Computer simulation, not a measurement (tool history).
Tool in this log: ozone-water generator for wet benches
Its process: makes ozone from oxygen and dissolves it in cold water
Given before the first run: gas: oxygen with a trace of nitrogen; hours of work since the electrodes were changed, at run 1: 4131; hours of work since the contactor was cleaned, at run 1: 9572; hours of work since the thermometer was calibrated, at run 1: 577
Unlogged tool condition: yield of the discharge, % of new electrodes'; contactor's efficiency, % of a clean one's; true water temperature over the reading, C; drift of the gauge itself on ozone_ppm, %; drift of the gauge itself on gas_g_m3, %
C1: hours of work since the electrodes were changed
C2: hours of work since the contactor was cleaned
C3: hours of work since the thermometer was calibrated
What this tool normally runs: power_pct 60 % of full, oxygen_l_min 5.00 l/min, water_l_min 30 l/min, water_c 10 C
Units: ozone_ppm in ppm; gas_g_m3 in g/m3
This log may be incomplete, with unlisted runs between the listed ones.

{"run": 1, "hour": 0.0, "power_pct": 60, "oxygen_l_min": 5.0, "water_l_min": 30, "water_c": 10, "C1": 4131, "C2": 9572, "C3": 577, "ozone_ppm": 9.0, "gas_g_m3": 138.2}
{"run": 2, "hour": 131.0, "power_pct": 60, "oxygen_l_min": 5.0, "water_l_min": 30, "water_c": 10, "C1": 4250, "C2": 9691, "C3": 696, "ozone_ppm": 8.9, "gas_g_m3": 137.1}
{"hour": 154.4, "done": "contactor cleaned"}
{"run": 3, "hour": 216.4, "power_pct": 60, "oxygen_l_min": 5.0, "water_l_min": 30, "water_c": 10, "C1": 4324, "C2": 56, "C3": 770, "ozone_ppm": 9.5, "gas_g_m3": 137.4}
{"run": 4, "hour": 333.7, "power_pct": 60, "oxygen_l_min": 5.0, "water_l_min": 30, "water_c": 10, "C1": 4431, "C2": 163, "C3": 877, "ozone_ppm": 9.1, "gas_g_m3": 138.1}
{"run": 5, "hour": 453.1, "power_pct": 60, "oxygen_l_min": 5.0, "water_l_min": 30, "water_c": 10, "C1": 4539, "C2": 271, "C3": 985, "ozone_ppm": 9.3, "gas_g_m3": 135.6}
{"run": 6, "hour": 544.4, "power_pct": 60, "oxygen_l_min": 5.0, "water_l_min": 30, "water_c": 10, "C1": 4622, "C2": 354, "C3": 1068, "ozone_ppm": 9.2, "gas_g_m3": 135.4}
{"run": 7, "hour": 605.2, "power_pct": 60, "oxygen_l_min": 5.0, "water_l_min": 30, "water_c": 10, "C1": 4677, "C2": 409, "C3": 1123, "ozone_ppm": 9.4, "gas_g_m3": 137.1}
{"run": 8, "hour": 714.7, "power_pct": 43, "oxygen_l_min": 5.0, "water_l_min": 30, "water_c": 10, "C1": 4777, "C2": 509, "C3": 1223, "ozone_ppm": 7.1, "gas_g_m3": 105.6}
{"run": 9, "hour": 783.5, "power_pct": 50, "oxygen_l_min": 8.68, "water_l_min": 30, "water_c": 10, "C1": 4839, "C2": 571, "C3": 1285, "ozone_ppm": 9.1, "gas_g_m3": 94.3}
{"run": 10, "hour": 914.5, "power_pct": 90, "oxygen_l_min": 5.0, "water_l_min": 30, "water_c": 11, "C1": 4958, "C2": 690, "C3": 1404, "ozone_ppm": 12.6, "gas_g_m3": 185.8}
{"run": 11, "hour": 1044.0, "power_pct": 89, "oxygen_l_min": 4.25, "water_l_min": 30, "water_c": 10, "C1": 5075, "C2": 808, "C3": 1522, "ozone_ppm": 11.8, "gas_g_m3": 196.8}
{"run": 12, "hour": 1176.0, "power_pct": 60, "oxygen_l_min": 5.0, "water_l_min": 30, "water_c": 5, "C1": 5195, "C2": 927, "C3": 1641, "ozone_ppm": 9.6, "gas_g_m3": 135.4}
{"run": 13, "hour": 1252.7, "power_pct": 60, "oxygen_l_min": 5.0, "water_l_min": 30, "water_c": 5, "C1": 5265, "C2": 997, "C3": 1711, "ozone_ppm": 9.4, "gas_g_m3": 136.3}
{"run": 14, "hour": 1329.6, "power_pct": 60, "oxygen_l_min": 5.0, "water_l_min": 30, "water_c": 5, "C1": 5335, "C2": 1067, "C3": 1781, "ozone_ppm": 9.7, "gas_g_m3": 135.7}
{"run": 15, "hour": 1407.0, "power_pct": 74, "oxygen_l_min": 5.0, "water_l_min": 19, "water_c": 10, "C1": 5405, "C2": 1137, "C3": 1851, "ozone_ppm": 17.9, "gas_g_m3": 158.4}
{"run": 16, "hour": 1502.5, "power_pct": 74, "oxygen_l_min": 5.0, "water_l_min": 19, "water_c": 10, "C1": 5492, "C2": 1224, "C3": 1938, "ozone_ppm": 17.9, "gas_g_m3": 157.7}

What if the next run were any one of these 5? Each begins from the tool's condition after run 16:
{"run": "A", "hour": 1601.8, "power_pct": 41, "oxygen_l_min": 8.62, "water_l_min": 34, "water_c": 10, "C1": 5582, "C2": 1314, "C3": 2028, "ozone_ppm": "?", "gas_g_m3": "?"}
{"run": "B", "hour": 1601.8, "power_pct": 74, "oxygen_l_min": 3.47, "water_l_min": 40, "water_c": 5, "C1": 5582, "C2": 1314, "C3": 2028, "ozone_ppm": "?", "gas_g_m3": "?"}
{"run": "C", "hour": 1601.8, "power_pct": 74, "oxygen_l_min": 5.0, "water_l_min": 32, "water_c": 10, "C1": 5582, "C2": 1314, "C3": 2028, "ozone_ppm": "?", "gas_g_m3": "?"}
{"run": "D", "hour": 1601.8, "power_pct": 74, "oxygen_l_min": 6.06, "water_l_min": 25, "water_c": 16, "C1": 5582, "C2": 1314, "C3": 2028, "ozone_ppm": "?", "gas_g_m3": "?"}
{"run": "E", "hour": 1601.8, "power_pct": 74, "oxygen_l_min": 5.0, "water_l_min": 45, "water_c": 13, "C1": 5582, "C2": 1314, "C3": 2028, "ozone_ppm": "?", "gas_g_m3": "?"}

run=A ozone_ppm=6.8 gas_g_m3=81.6
run=B ozone_ppm=6.7 gas_g_m3=183.4
run=C ozone_ppm=9.9 gas_g_m3=158.4
run=D ozone_ppm=12.8 gas_g_m3=146.6
run=E ozone_ppm=6.1 gas_g_m3=157.6
What these runs would have given with no unlogged condition in the tool:
run=A ozone_ppm=7.2 gas_g_m3=84.7
run=B ozone_ppm=7.3 gas_g_m3=196.1
run=C ozone_ppm=10.8 gas_g_m3=169.4
run=D ozone_ppm=14.0 gas_g_m3=156.7
run=E ozone_ppm=6.6 gas_g_m3=168.4

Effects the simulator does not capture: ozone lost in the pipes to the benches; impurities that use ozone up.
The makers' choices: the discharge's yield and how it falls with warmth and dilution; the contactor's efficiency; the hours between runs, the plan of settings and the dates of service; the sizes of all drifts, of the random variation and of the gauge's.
